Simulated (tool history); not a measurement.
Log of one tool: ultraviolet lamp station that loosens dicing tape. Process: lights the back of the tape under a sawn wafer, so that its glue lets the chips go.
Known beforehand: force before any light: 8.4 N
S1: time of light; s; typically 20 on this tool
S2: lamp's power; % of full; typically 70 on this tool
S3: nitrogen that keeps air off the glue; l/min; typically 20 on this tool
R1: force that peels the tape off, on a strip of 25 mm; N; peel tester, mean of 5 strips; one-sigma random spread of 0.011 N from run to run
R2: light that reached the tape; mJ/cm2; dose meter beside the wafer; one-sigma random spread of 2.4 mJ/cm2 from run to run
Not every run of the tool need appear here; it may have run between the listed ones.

| run | hour | S1 | S2 | S3 | R1 | R2 |
|---|---|---|---|---|---|---|
| 1 | 0 | 20 | 70 | 20 | 0.537 | 255 |
| 2 | 11.2 | 20 | 70 | 20 | 0.548 | 253 |
| 3 | 21.8 | 13 | 70 | 20 | 1.346 | 165 |
| 4 | 31.8 | 13 | 70 | 20 | 1.371 | 163 |
| 5 | 39 | 20 | 70 | 18 | 0.623 | 250 |
| 6 | 45.7 | 20 | 70 | 18 | 0.607 | 247 |
| 7 | 60.9 | 20 | 70 | 18 | 0.624 | 251 |
| 8 | 69.2 | 30 | 73 | 18 | 0.203 | 385 |
| 9 | 80.7 | 14 | 96 | 33 | 0.392 | 238 |
| 10 | 87.8 | 14 | 96 | 33 | 0.387 | 236 |
| 11 | 95.9 | 28 | 83 | 14 | 0.205 | 405 |
| 12 | 109 | 17 | 70 | 33 | 0.554 | 208 |
| 13 | 125.1 | 34 | 81 | 20 | 0.103 | 478 |

Below are 4 alternative next runs, each starting from the tool's condition after run 13. Predict each:
| A | 140.2 | 34 | 83 | 6 | ? | ? |
| B | 140.2 | 21 | 96 | 14 | ? | ? |
| C | 140.2 | 20 | 86 | 20 | ? | ? |
| D | 140.2 | 15 | 81 | 7 | ? | ? |

| run | R1 | R2 |
|---|---|---|
| A | 0.401 | 487 |
| B | 0.341 | 349 |
| C | 0.357 | 295 |
| D | 1.995 | 207 |
Stripped of hidden state, with their random variation kept, the same runs would have yielded:
| run | R1 | R2 |
|---|---|---|
| A | 0.314 | 534 |
| B | 0.265 | 382 |
| C | 0.279 | 323 |
| D | 1.738 | 227 |
